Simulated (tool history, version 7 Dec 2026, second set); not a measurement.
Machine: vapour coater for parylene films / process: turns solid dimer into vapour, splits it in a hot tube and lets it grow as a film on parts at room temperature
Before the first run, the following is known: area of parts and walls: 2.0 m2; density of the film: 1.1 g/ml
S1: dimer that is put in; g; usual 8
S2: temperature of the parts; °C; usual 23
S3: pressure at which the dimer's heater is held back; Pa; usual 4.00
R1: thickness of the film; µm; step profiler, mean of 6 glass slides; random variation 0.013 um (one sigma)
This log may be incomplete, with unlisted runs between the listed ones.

run	hour	S1	S2	S3	R1
1	0.0	8	23	4.00	2.64
2	44.2	8	23	4.00	2.61
3	70.9	5	23	4.00	1.64
4	105.6	8	30	4.00	1.88
5	146.6	8	30	7.22	1.80
6	170.9	8	23	4.00	2.60
7	220.0	8	30	6.49	1.79
8	246.6	8	22	6.49	2.61
9	288.2	13	19	8.81	4.78
10	339.3	13	19	8.81	4.76
11	375.6	13	19	8.81	4.73
12	414.2	13	19	8.81	4.72

Run by run, hidden condition taken away, random variation retained:
The hidden state here: vapour lost through the trap's worn valve, %; true temperature of the parts over the reading, C; drift of the gauge itself on film_um, %.
run	R1
1	2.64
2	2.63
3	1.65
4	1.91
5	1.83
6	2.65
7	1.83
8	2.67
9	4.93
10	4.92
11	4.91
12	4.92

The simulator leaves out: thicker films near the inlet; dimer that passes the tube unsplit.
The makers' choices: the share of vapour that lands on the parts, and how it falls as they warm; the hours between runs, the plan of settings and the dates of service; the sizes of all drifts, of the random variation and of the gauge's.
